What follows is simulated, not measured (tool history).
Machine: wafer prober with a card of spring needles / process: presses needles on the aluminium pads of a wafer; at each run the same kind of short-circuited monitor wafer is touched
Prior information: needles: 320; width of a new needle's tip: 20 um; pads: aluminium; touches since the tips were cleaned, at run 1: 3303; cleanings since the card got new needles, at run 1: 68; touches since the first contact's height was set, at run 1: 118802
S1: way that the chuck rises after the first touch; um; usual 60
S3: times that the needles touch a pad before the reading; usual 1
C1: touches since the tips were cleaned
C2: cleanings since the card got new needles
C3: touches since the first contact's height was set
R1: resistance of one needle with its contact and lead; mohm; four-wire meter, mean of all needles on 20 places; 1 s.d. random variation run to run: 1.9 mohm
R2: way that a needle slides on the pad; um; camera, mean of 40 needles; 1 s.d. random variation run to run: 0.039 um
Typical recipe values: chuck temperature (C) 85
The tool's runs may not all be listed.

Run 1, hour 0.0: usual settings; C1 3303; C2 68; C3 118802. Result: R1 209 mohm, R2 11.59 um.
At hour 4.1: tips cleaned on abrasive film.
Run 2, hour 14.7: usual settings; C1 4177; C2 69; C3 124585. Result: R1 206 mohm, R2 11.59 um.
At hour 17.2: tips cleaned on abrasive film.
At hour 29.5: tips cleaned on abrasive film.
Run 3, hour 37.2: usual settings; C1 3067; C2 71; C3 133461. Result: R1 204 mohm, R2 11.61 um.
At hour 43.6: tips cleaned on abrasive film.
At hour 56.0: tips cleaned on abrasive film.
Run 4, hour 62.4: usual settings but S1 67 um; C1 2528; C2 73; C3 143393. Result: R1 203 mohm, R2 12.95 um.
At hour 68.3: tips cleaned on abrasive film.
At hour 81.5: tips cleaned on abrasive film.
Run 5, hour 89.1: usual settings; C1 3013; C2 75; C3 153932. Result: R1 202 mohm, R2 11.55 um.
At hour 94.7: tips cleaned on abrasive film.
At hour 106.9: tips cleaned on abrasive film.
Run 6, hour 108.2: usual settings; C1 500; C2 77; C3 161411. Result: R1 205 mohm, R2 11.62 um.
At hour 120.5: tips cleaned on abrasive film.
Run 7, hour 120.5: usual settings; C1 0; C2 78; C3 166263. Result: R1 203 mohm, R2 11.60 um.
At hour 133.2: tips cleaned on abrasive film.
Run 8, hour 143.4: usual settings; C1 4048; C2 79; C3 175341. Result: R1 206 mohm, R2 11.63 um.
At hour 145.5: tips cleaned on abrasive film.
At hour 158.6: tips cleaned on abrasive film.
Run 9, hour 166.0: usual settings but S1 65 um; C1 2949; C2 81; C3 184240. Result: R1 202 mohm, R2 12.49 um.
At hour 170.8: tips cleaned on abrasive film.
At hour 183.8: tips cleaned on abrasive film.
Run 10, hour 186.5: usual settings but S1 65 um; C1 1058; C2 83; C3 192298. Result: R1 202 mohm, R2 12.50 um.
At hour 198.3: tips cleaned on abrasive film.
Run 11, hour 206.3: usual settings but S1 65 um; C1 3210; C2 84; C3 200140. Result: R1 206 mohm, R2 12.52 um.
At hour 211.3: tips cleaned on abrasive film.
Run 12, hour 222.3: usual settings but S1 65 um; C1 4351; C2 85; C3 206420. Result: R1 205 mohm, R2 12.58 um.
At hour 223.6: tips cleaned on abrasive film.
At hour 236.4: tips cleaned on abrasive film.
Run 13, hour 236.8: usual settings but S1 65 um; C1 147; C2 87; C3 212105. Result: R1 203 mohm, R2 12.50 um.
At hour 249.6: tips cleaned on abrasive film.
Run 14, hour 260.5: usual settings but S1 65 um; C1 4333; C2 88; C3 221505. Result: R1 203 mohm, R2 12.49 um.
At hour 262.4: tips cleaned on abrasive film.
At hour 275.2: tips cleaned on abrasive film.
Run 15, hour 279.0: usual settings but S1 65 um; C1 1494; C2 90; C3 228754. Result: R1 203 mohm, R2 12.40 um.
At hour 287.8: tips cleaned on abrasive film.
At hour 301.1: tips cleaned on abrasive film.
Run 16, hour 302.8: usual settings but S1 76 um, chuck temperature (C) 90; C1 706; C2 92; C3 238155. Result: R1 202 mohm, R2 14.62 um.
At hour 314.9: tips cleaned on abrasive film.
Run 17, hour 315.5: usual settings but S1 76 um, chuck temperature (C) 90; C1 265; C2 93; C3 243161. Result: R1 201 mohm, R2 14.55 um.
At hour 326.9: height of the first contact set anew.
At hour 328.9: tips cleaned on abrasive film.
At hour 342.5: tips cleaned on abrasive film.
Run 18, hour 343.5: usual settings but S1 76 um, chuck temperature (C) 90; C1 380; C2 95; C3 6494. Result: R1 198 mohm, R2 14.63 um.
At hour 356.9: tips cleaned on abrasive film.
Run 19, hour 364.8: usual settings but S1 43 um; C1 3134; C2 96; C3 14909. Result: R1 213 mohm, R2 8.28 um.
At hour 370.7: tips cleaned on abrasive film.
At hour 384.7: tips cleaned on abrasive film.
Run 20, hour 388.6: usual settings but S1 55 um; C1 1543; C2 98; C3 24288. Result: R1 204 mohm, R2 10.48 um.
At hour 397.3: tips cleaned on abrasive film.
Run 21, hour 402.9: usual settings but S1 46 um, chuck temperature (C) 56, S3 3; C1 2226; C2 99; C3 29955. Result: R1 204 mohm, R2 8.79 um.
At hour 411.0: tips cleaned on abrasive film.
Run 22, hour 415.6: usual settings but S1 46 um, chuck temperature (C) 56, S3 3; C1 1820; C2 100; C3 34948. Result: R1 202 mohm, R2 8.80 um.
At hour 423.5: tips cleaned on abrasive film.
Run 23, hour 430.4: usual settings but S1 46 um, chuck temperature (C) 56, S3 3; C1 2732; C2 101; C3 40786. Result: R1 203 mohm, R2 8.75 um.
At hour 437.0: tips cleaned on abrasive film.
Run 24, hour 444.3: usual settings but S1 49 um, chuck temperature (C) 40, S3 3; C1 2915; C2 102; C3 46290. Result: R1 197 mohm, R2 9.38 um.
At hour 450.2: tips cleaned on abrasive film.
Run 25, hour 461.8: usual settings but S1 49 um, chuck temperature (C) 40; C1 4634; C2 103; C3 53191. Result: R1 196 mohm, R2 9.39 um.
At hour 463.9: tips cleaned on abrasive film.
Run 26, hour 473.3: usual settings but chuck temperature (C) 102, S3 2; C1 3740; C2 104; C3 57730. Result: R1 210 mohm, R2 11.47 um.
At hour 477.9: tips cleaned on abrasive film.
At hour 490.5: tips cleaned on abrasive film.
Run 27, hour 497.4: usual settings but S1 46 um, chuck temperature (C) 83; C1 2762; C2 106; C3 67221. Result: R1 211 mohm, R2 8.79 um.
At hour 503.0: tips cleaned on abrasive film.
At hour 516.1: tips cleaned on abrasive film.
Run 28, hour 518.5: usual settings but S1 46 um, chuck temperature (C) 83; C1 934; C2 108; C3 75506. Result: R1 209 mohm, R2 8.80 um.
At hour 528.3: tips cleaned on abrasive film.
Run 29, hour 537.7: usual settings but S1 46 um, chuck temperature (C) 40; C1 3709; C2 109; C3 83090. Result: R1 196 mohm, R2 8.82 um.
At hour 541.9: tips cleaned on abrasive film.
At hour 555.3: tips cleaned on abrasive film.
Run 30, hour 555.3: usual settings but S3 2; C1 0; C2 111; C3 90016. Result: R1 206 mohm, R2 11.39 um.

Describe how what the log doesn't record of the tool's condition differs between the last listed run preceding each entry between runs and the first listed run following it.
Between runs 1 and 2: tips cleaned on abrasive film (hour 4.1)
  debris on the tips, nm: 0.9 -> 1; drift of the gauge itself on scrub_um, %: 0 -> -0.03
  measured less the result without the state, R2: +0.00 -> -0.01 um
Between runs 2 and 3: tips cleaned on abrasive film (hour 17.2); tips cleaned on abrasive film (hour 29.5)
  debris on the tips, nm: 1 -> 0.8; drift of the gauge itself on scrub_um, %: -0.03 -> -0.09
  measured less the result without the state, R2: -0.01 -> -0.01 um
Between runs 3 and 4: tips cleaned on abrasive film (hour 43.6); tips cleaned on abrasive film (hour 56.0)
  debris on the tips, nm: 0.8 -> 0.7; drift of the gauge itself on scrub_um, %: -0.09 -> -0.15
  measured less the result without the state, R2: -0.01 -> -0.02 um
Between runs 4 and 5: tips cleaned on abrasive film (hour 68.3); tips cleaned on abrasive film (hour 81.5)
  debris on the tips, nm: 0.7 -> 0.9; drift of the gauge itself on scrub_um, %: -0.15 -> -0.21
  measured less the result without the state, R2: -0.02 -> -0.03 um
Between runs 5 and 6: tips cleaned on abrasive film (hour 94.7); tips cleaned on abrasive film (hour 106.9)
  debris on the tips, nm: 0.9 -> 0.3; drift of the gauge itself on scrub_um, %: -0.21 -> -0.25
  measured less the result without the state, R2: -0.03 -> -0.03 um
Between runs 6 and 7: tips cleaned on abrasive film (hour 120.5)
  debris on the tips, nm: 0.3 -> 0.1; drift of the gauge itself on scrub_um, %: -0.25 -> -0.28
  measured less the result without the state, R2: -0.03 -> -0.04 um
Between runs 7 and 8: tips cleaned on abrasive film (hour 133.2)
  debris on the tips, nm: 0.1 -> 1; drift of the gauge itself on scrub_um, %: -0.28 -> -0.34
  measured less the result without the state, R2: -0.04 -> -0.04 um
Between runs 8 and 9: tips cleaned on abrasive film (hour 145.5); tips cleaned on abrasive film (hour 158.6)
  debris on the tips, nm: 1 -> 0.8; drift of the gauge itself on scrub_um, %: -0.34 -> -0.39
  measured less the result without the state, R2: -0.04 -> -0.06 um
Between runs 9 and 10: tips cleaned on abrasive film (hour 170.8); tips cleaned on abrasive film (hour 183.8)
  debris on the tips, nm: 0.8 -> 0.4; way that the needles fall short of the set height, um: 0.01 -> 0.02; drift of the gauge itself on scrub_um, %: -0.39 -> -0.44
  measured less the result without the state, R2: -0.06 -> -0.06 um
Between runs 10 and 11: tips cleaned on abrasive film (hour 198.3)
  debris on the tips, nm: 0.4 -> 0.9; drift of the gauge itself on scrub_um, %: -0.44 -> -0.49
  measured less the result without the state, R2: -0.06 -> -0.06 um
Between runs 11 and 12: tips cleaned on abrasive film (hour 211.3)
  debris on the tips, nm: 0.9 -> 1; drift of the gauge itself on scrub_um, %: -0.49 -> -0.52
  measured less the result without the state, R2: -0.06 -> -0.07 um
Between runs 12 and 13: tips cleaned on abrasive film (hour 223.6); tips cleaned on abrasive film (hour 236.4)
  debris on the tips, nm: 1 -> 0.1; drift of the gauge itself on scrub_um, %: -0.52 -> -0.56
  measured less the result without the state, R2: -0.07 -> -0.07 um
Between runs 13 and 14: tips cleaned on abrasive film (hour 249.6)
  debris on the tips, nm: 0.1 -> 1; drift of the gauge itself on scrub_um, %: -0.56 -> -0.61
  measured less the result without the state, R2: -0.07 -> -0.08 um
Between runs 14 and 15: tips cleaned on abrasive film (hour 262.4); tips cleaned on abrasive film (hour 275.2)
  debris on the tips, nm: 1 -> 0.6; drift of the gauge itself on scrub_um, %: -0.61 -> -0.66
  measured less the result without the state, R2: -0.08 -> -0.09 um
Between runs 15 and 16: tips cleaned on abrasive film (hour 287.8); tips cleaned on abrasive film (hour 301.1)
  debris on the tips, nm: 0.6 -> 0.3; drift of the gauge itself on scrub_um, %: -0.66 -> -0.71
  measured less the result without the state, R2: -0.09 -> -0.11 um
Between runs 16 and 17: tips cleaned on abrasive film (hour 314.9)
  debris on the tips, nm: 0.3 -> 0.2; drift of the gauge itself on scrub_um, %: -0.71 -> -0.74
  measured less the result without the state, R2: -0.11 -> -0.12 um
Between runs 17 and 18: height of the first contact set anew (hour 326.9); tips cleaned on abrasive film (hour 328.9); tips cleaned on abrasive film (hour 342.5)
  way that the needles fall short of the set height, um: 0.02 -> 0; drift of the gauge itself on scrub_um, %: -0.74 -> -0.81
  measured less the result without the state, R2: -0.12 -> -0.12 um
Between runs 18 and 19: tips cleaned on abrasive film (hour 356.9)
  debris on the tips, nm: 0.2 -> 0.9; drift of the gauge itself on scrub_um, %: -0.81 -> -0.86
  measured less the result without the state, R2: -0.12 -> -0.07 um
Between runs 19 and 20: tips cleaned on abrasive film (hour 370.7); tips cleaned on abrasive film (hour 384.7)
  debris on the tips, nm: 0.9 -> 0.6; drift of the gauge itself on scrub_um, %: -0.86 -> -0.91
  measured less the result without the state, R2: -0.07 -> -0.10 um
Between runs 20 and 21: tips cleaned on abrasive film (hour 397.3)
  debris on the tips, nm: 0.6 -> 0.7; drift of the gauge itself on scrub_um, %: -0.91 -> -0.95
  measured less the result without the state, R2: -0.10 -> -0.08 um
Between runs 21 and 22: tips cleaned on abrasive film (hour 411.0)
  debris on the tips, nm: 0.7 -> 0.6; tips' diameter, um: 20.01 -> 20.02; drift of the gauge itself on scrub_um, %: -0.95 -> -0.98
  measured less the result without the state, R2: -0.08 -> -0.09 um
Between runs 22 and 23: tips cleaned on abrasive film (hour 423.5)
  debris on the tips, nm: 0.6 -> 0.8; drift of the gauge itself on scrub_um, %: -0.98 -> -1.01
  measured less the result without the state, R2: -0.09 -> -0.09 um
Between runs 23 and 24: tips cleaned on abrasive film (hour 437.0)
  drift of the gauge itself on scrub_um, %: -1.01 -> -1.05
  measured less the result without the state, R2: -0.09 -> -0.10 um
Between runs 24 and 25: tips cleaned on abrasive film (hour 450.2)
  debris on the tips, nm: 0.8 -> 1; drift of the gauge itself on scrub_um, %: -1.05 -> -1.09
  measured less the result without the state, R2: -0.10 -> -0.11 um
Between runs 25 and 26: tips cleaned on abrasive film (hour 463.9)
  debris on the tips, nm: 1 -> 0.9; drift of the gauge itself on scrub_um, %: -1.09 -> -1.11
  measured less the result without the state, R2: -0.11 -> -0.13 um
Between runs 26 and 27: tips cleaned on abrasive film (hour 477.9); tips cleaned on abrasive film (hour 490.5)
  debris on the tips, nm: 0.9 -> 0.8; way that the needles fall short of the set height, um: 0 -> 0.01; drift of the gauge itself on scrub_um, %: -1.11 -> -1.17
  measured less the result without the state, R2: -0.13 -> -0.10 um
Between runs 27 and 28: tips cleaned on abrasive film (hour 503.0); tips cleaned on abrasive film (hour 516.1)
  debris on the tips, nm: 0.8 -> 0.4; drift of the gauge itself on scrub_um, %: -1.17 -> -1.22
  measured less the result without the state, R2: -0.10 -> -0.11 um
Between runs 28 and 29: tips cleaned on abrasive film (hour 528.3)
  debris on the tips, nm: 0.4 -> 0.9; drift of the gauge itself on scrub_um, %: -1.22 -> -1.27
  measured less the result without the state, R2: -0.11 -> -0.11 um
Between runs 29 and 30: tips cleaned on abrasive film (hour 541.9); tips cleaned on abrasive film (hour 555.3)
  debris on the tips, nm: 0.9 -> 0; drift of the gauge itself on scrub_um, %: -1.27 -> -1.31
  measured less the result without the state, R2: -0.11 -> -0.16 um
